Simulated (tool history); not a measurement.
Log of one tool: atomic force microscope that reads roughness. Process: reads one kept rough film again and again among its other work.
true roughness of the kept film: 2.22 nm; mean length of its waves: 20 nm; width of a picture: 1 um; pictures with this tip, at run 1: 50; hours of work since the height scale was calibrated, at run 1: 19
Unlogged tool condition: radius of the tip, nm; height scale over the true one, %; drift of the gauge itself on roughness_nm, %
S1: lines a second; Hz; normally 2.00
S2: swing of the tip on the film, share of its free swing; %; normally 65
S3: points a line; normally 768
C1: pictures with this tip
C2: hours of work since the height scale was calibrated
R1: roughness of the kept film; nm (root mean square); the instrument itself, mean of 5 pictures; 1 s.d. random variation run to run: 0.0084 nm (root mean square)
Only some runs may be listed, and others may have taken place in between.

run	hour	S1	S2	S3	C1	C2	R1
1	0.0	2.00	65	768	50	19	1.738
2	6.8	2.00	65	768	56	22	1.734
3	17.0	2.00	65	768	65	26	1.702
4	25.5	1.97	65	768	72	30	1.689
5	30.6	2.00	65	768	76	32	1.698
6	37.3	2.00	65	768	82	35	1.672
7	45.6	2.00	65	768	89	38	1.663
8	55.6	2.00	65	768	97	42	1.639
9	65.5	2.00	65	768	106	46	1.639
10	75.8	2.00	65	768	114	51	1.610
11	83.4	2.00	65	768	121	54	1.600
12	91.7	2.00	65	768	128	58	1.603
13	96.2	2.00	68	768	132	59	1.579
14	101.8	2.00	68	768	136	62	1.567
15	107.2	3.53	65	768	141	64	1.532
16	115.1	3.83	65	768	148	67	1.513
17	119.7	3.83	65	768	151	69	1.513
18	128.1	2.00	65	768	159	73	1.557
19	136.5	2.00	65	768	166	76	1.537
20	142.3	2.00	65	768	170	79	1.548
21	152.4	0.92	65	768	179	83	1.553
22	159.0	2.00	65	768	185	86	1.513
23	169.5	2.00	68	768	193	90	1.492
24	177.2	2.00	68	768	200	93	1.485
25	186.8	2.00	68	768	208	97	1.476
26	196.3	2.00	81	768	216	101	1.404
27	206.4	1.29	86	938	225	106	1.426
28	215.7	2.00	68	768	232	110	1.439
29	220.0	2.00	68	768	236	111	1.430
30	225.5	2.77	62	596	241	114	1.429

Predict the results of run 31:
31	232.9	2.77	62	596	247	117	?

R1: 1.425 nm (root mean square)
With the hidden condition absent and the run-to-run variation left alone, this run would have shown R1 1.831 nm (root mean square).
